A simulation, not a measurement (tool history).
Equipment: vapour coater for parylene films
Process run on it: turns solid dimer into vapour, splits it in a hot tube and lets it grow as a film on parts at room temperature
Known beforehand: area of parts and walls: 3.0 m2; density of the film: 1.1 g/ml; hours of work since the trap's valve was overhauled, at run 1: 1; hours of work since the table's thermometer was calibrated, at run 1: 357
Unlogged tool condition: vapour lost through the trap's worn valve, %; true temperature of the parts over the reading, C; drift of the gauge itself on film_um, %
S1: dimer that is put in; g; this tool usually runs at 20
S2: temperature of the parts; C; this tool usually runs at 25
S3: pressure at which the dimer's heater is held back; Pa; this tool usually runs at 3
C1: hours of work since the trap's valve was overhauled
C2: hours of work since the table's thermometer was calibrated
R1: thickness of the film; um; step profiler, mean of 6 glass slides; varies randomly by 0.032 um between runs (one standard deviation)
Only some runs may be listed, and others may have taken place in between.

run,hour,S1,S2,S3,C1,C2,R1
1,0,20,25,3,1,357,3.06
2,28.6,20,25,3,18,373,2.99
3,65.9,20,25,3,39,394,3.01
4,115.2,14,25,3,67,422,2.07
5,158,20,19,3,91,446,3.59
6,208.9,20,19,3,120,475,3.62
7,241.3,20,30,3,138,494,2.58
8,284.2,20,30,3,162,518,2.52
9,331.1,20,30,3,189,545,2.52
10,372.4,22,21,3.46,212,568,3.58
11,415.6,10,19,2.72,237,592,1.78
12,441.4,20,30,2.12,251,607,2.6
# hour 446.4: table's thermometer calibrated
13,463.5,20,18,3,263,10,3.59
14,513.6,28,18,2.1,292,38,5.24
15,542.1,12,18,4.67,308,54,2.03
16,569.6,34,33,3,324,70,3.8
17,619.4,34,33,3,352,98,3.82

What does the tool deliver on the next run?
18,644.8,34,33,3,366,112,?

{"run 18": {"R1": 3.78}}
On a tool with no hidden condition, and with the same random variation, this run would have come out at R1 4.07 um.
